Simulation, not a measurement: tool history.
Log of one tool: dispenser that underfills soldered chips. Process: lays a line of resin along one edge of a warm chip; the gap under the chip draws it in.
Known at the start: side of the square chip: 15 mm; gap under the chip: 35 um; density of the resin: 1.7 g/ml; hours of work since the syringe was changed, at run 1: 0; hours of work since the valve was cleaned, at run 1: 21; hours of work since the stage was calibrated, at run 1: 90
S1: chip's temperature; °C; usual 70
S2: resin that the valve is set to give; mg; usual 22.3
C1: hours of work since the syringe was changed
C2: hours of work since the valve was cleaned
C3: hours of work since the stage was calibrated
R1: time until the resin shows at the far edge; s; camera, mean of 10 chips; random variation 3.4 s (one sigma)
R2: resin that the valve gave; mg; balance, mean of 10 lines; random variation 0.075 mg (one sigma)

run 1 hour=0.0 | S1=70 S2=22.3 | C1=0 C2=21 C3=90 | R1=335.5 R2=22.02
-- hour=12.6 new syringe of resin
run 2 hour=15.1 | S1=70 S2=22.3 | C1=2 C2=30 C3=100 | R1=386.4 R2=21.92
-- hour=24.9 new syringe of resin
run 3 hour=26.2 | S1=70 S2=22.3 | C1=1 C2=38 C3=107 | R1=367.9 R2=21.85
run 4 hour=36.2 | S1=70 S2=22.3 | C1=7 C2=44 C3=113 | R1=583.1 R2=21.78
-- hour=37.4 new syringe of resin
-- hour=47.7 dispensing valve cleaned and set on the balance
-- hour=50.9 new syringe of resin
run 5 hour=50.9 | S1=70 S2=20.0 | C1=0 C2=2 C3=122 | R1=338.8 R2=20.01
-- hour=64.0 new syringe of resin
run 6 hour=65.2 | S1=70 S2=20.0 | C1=1 C2=11 C3=131 | R1=359.8 R2=19.82
-- hour=76.5 new syringe of resin
run 7 hour=78.9 | S1=70 S2=20.0 | C1=2 C2=20 C3=140 | R1=391.1 R2=19.78
-- hour=89.0 new syringe of resin
run 8 hour=94.9 | S1=70 S2=20.0 | C1=4 C2=30 C3=150 | R1=453.1 R2=19.61
-- hour=101.6 new syringe of resin
run 9 hour=105.2 | S1=77 S2=22.3 | C1=2 C2=37 C3=157 | R1=292.9 R2=21.90
-- hour=114.1 new syringe of resin
run 10 hour=119.7 | S1=77 S2=22.3 | C1=4 C2=46 C3=166 | R1=317.1 R2=21.86
-- hour=126.3 new syringe of resin
-- hour=128.4 dispensing valve cleaned and set on the balance
run 11 hour=131.6 | S1=60 S2=28.5 | C1=3 C2=2 C3=173 | R1=659.2 R2=28.39
-- hour=139.4 new syringe of resin
run 12 hour=144.2 | S1=82 S2=19.7 | C1=3 C2=10 C3=182 | R1=256.1 R2=19.62
-- hour=151.3 new syringe of resin
run 13 hour=152.6 | S1=82 S2=19.7 | C1=1 C2=16 C3=187 | R1=216.2 R2=19.59
-- hour=163.6 new syringe of resin
run 14 hour=165.7 | S1=66 S2=25.6 | C1=1 C2=24 C3=195 | R1=442.4 R2=25.25
run 15 hour=172.7 | S1=68 S2=22.1 | C1=6 C2=29 C3=200 | R1=568.1 R2=21.95

5 ways to go on from here, each from the tool as it stands after run 15. What would each give?
-- hour=177.0 new syringe of resin
run A hour=182.6 | S1=59 S2=22.3 | C1=4 C2=35 C3=206 | R1=? R2=?
-- hour=177.0 new syringe of resin
run B hour=182.6 | S1=59 S2=22.3 | C1=4 C2=35 C3=206 | R1=? R2=?
-- hour=177.0 new syringe of resin
run C hour=182.6 | S1=71 S2=26.5 | C1=4 C2=35 C3=206 | R1=? R2=?
-- hour=177.0 new syringe of resin
run D hour=182.6 | S1=59 S2=22.3 | C1=4 C2=35 C3=206 | R1=? R2=?
-- hour=177.0 new syringe of resin
run E hour=182.6 | S1=67 S2=25.0 | C1=4 C2=35 C3=206 | R1=? R2=?

run=A R1=735.9 R2=21.92
run=B R1=735.1 R2=21.88
run=C R1=409.8 R2=25.92
run=D R1=734.1 R2=22.02
run=E R1=488.6 R2=24.47
Without the tool's hidden state the same runs would have given:
run=A R1=581.3 R2=22.31
run=B R1=580.6 R2=22.27
run=C R1=323.3 R2=26.38
run=D R1=579.8 R2=22.41
run=E R1=385.7 R2=24.91
